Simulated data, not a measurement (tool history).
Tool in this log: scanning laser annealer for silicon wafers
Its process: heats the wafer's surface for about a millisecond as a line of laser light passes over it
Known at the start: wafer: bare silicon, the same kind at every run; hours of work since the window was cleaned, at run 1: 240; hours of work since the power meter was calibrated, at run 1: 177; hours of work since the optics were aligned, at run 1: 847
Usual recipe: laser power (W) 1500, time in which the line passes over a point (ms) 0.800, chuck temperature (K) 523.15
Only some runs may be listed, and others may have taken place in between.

run   hour  laser power (W)  time in which the line passes over a point (ms)  chuck temperature (K)  hours of work since the window was cleaned  hours of work since the power meter was calibrated  hours of work since the optics were aligned  highest temperature of the surface (K)
  1    0.0             1500                                            0.800                 523.15                                         240                                                 177                                          847                                 1250.15
  2    5.3             1500                                            0.800                 523.15                                         243                                                 180                                          849                                 1248.15
  3   10.6             1500                                            0.656                 523.15                                         245                                                 182                                          852                                 1184.15
  4   16.1             1500                                            0.800                 509.15                                         248                                                 185                                          854                                 1236.15
  5   23.6             1500                                            0.800                 509.15                                         251                                                 188                                          858                                 1234.15
  6   33.6             1500                                            0.800                 509.15                                         256                                                 193                                          862                                 1236.15
  7   41.6             1500                                            0.800                 509.15                                         259                                                 196                                          866                                 1235.15
  8   49.4             1500                                            0.800                 509.15                                         263                                                 200                                          869                                 1234.15
  9   55.5             1500                                            0.800                 509.15                                         266                                                 203                                          872                                 1235.15
 10   61.4             1500                                            0.800                 509.15                                         268                                                 205                                          875                                 1233.15
 11   68.8             1500                                            0.800                 509.15                                         272                                                 209                                          878                                 1235.15
 12   74.4             1500                                            0.800                 509.15                                         274                                                 211                                          881                                 1230.15
 13   81.2             1500                                            0.800                 509.15                                         277                                                 214                                          884                                 1237.15
 14   86.3             1500                                            0.800                 509.15                                         280                                                 217                                          886                                 1235.15
 15   91.2             1500                                            0.922                 509.15                                         282                                                 219                                          888                                 1287.15
 16  100.4             1500                                            0.922                 509.15                                         286                                                 223                                          893                                 1290.15
 17  104.9             1500                                            0.922                 509.15                                         288                                                 225                                          895                                 1289.15
 18  113.5             1500                                            0.974                 523.15                                         292                                                 229                                          899                                 1320.15
 19  121.4             1500                                            0.974                 523.15                                         296                                                 233                                          902                                 1322.15
 20  130.7             1500                                            0.974                 523.15                                         300                                                 237                                          906                                 1322.15
 21  136.2             1500                                            0.974                 523.15                                         302                                                 239                                          909                                 1321.15
 22  142.6             1500                                            0.581                 507.15                                         305                                                 242                                          912                                 1128.15
 23  148.8             1500                                            0.581                 507.15                                         308                                                 245                                          915                                 1123.15
 24  153.2             1500                                            0.581                 507.15                                         310                                                 247                                          917                                 1128.15
 25  163.2             1500                                            0.635                 502.15                                         315                                                 252                                          921                                 1150.15
 26  171.2             1500                                            0.800                 508.15                                         318                                                 255                                          925                                 1233.15
 27  180.0             1565                                            0.629                 522.15                                         322                                                 259                                          929                                 1198.15
 28  185.2             1617                                            0.950                 501.15                                         325                                                 262                                          931                                 1359.15
 29  192.3             1500                                            0.587                 520.15                                         328                                                 265                                          934                                 1141.15
 30  201.7             1500                                            0.594                 499.15                                         332                                                 269                                          939                                 1123.15
 31  210.1             1317                                            0.840                 558.15                                         336                                                 273                                          943                                 1200.15
 32  220.0             1354                                            0.840                 520.15                                         341                                                 277                                          947                                 1183.15
 33  225.3             1500                                            0.855                 505.15                                         343                                                 280                                          949                                 1254.15
 34  233.0             1408                                            0.855                 500.15                                         346                                                 283                                          953                                 1201.15
 35  241.0             1304                                            0.803                 526.15                                         350                                                 287                                          957                                 1150.15
 36  245.8             1304                                            0.803                 526.15                                         352                                                 289                                          959                                 1146.15
 37  252.5             1405                                            0.943                 549.15                                         355                                                 292                                          962                                 1280.15
 38  257.1             1380                                            0.906                 485.15                                         357                                                 294                                          964                                 1190.15
 39  264.5             1510                                            0.623                 485.15                                         361                                                 298                                          967                                 1132.15
 40  272.0             1511                                            0.618                 485.15                                         364                                                 301                                          971                                 1131.15
 41  277.9             1511                                            0.618                 485.15                                         367                                                 304                                          973                                 1128.15

What if the next run were any one of these 4? Each begins from the tool's condition after run 41:
  A  283.6             1500                                            0.632                 518.15                                         369                                                 306                                          976                                       ?
  B  283.6             1535                                            0.766                 496.15                                         369                                                 306                                          976                                       ?
  C  283.6             1583                                            0.948                 483.15                                         369                                                 306                                          976                                       ?
  D  283.6             1500                                            0.722                 523.15                                         369                                                 306                                          976                                       ?

run  highest temperature of the surface (K)
  A                                 1161.15
  B                                 1226.15
  C                                 1324.15
  D                                 1213.15
The same runs, with their run-to-run variation unchanged, on a tool lacking any hidden condition would have given:
run  highest temperature of the surface (K)
  A                                 1162.15
  B                                 1227.15
  C                                 1325.15
  D                                 1214.15

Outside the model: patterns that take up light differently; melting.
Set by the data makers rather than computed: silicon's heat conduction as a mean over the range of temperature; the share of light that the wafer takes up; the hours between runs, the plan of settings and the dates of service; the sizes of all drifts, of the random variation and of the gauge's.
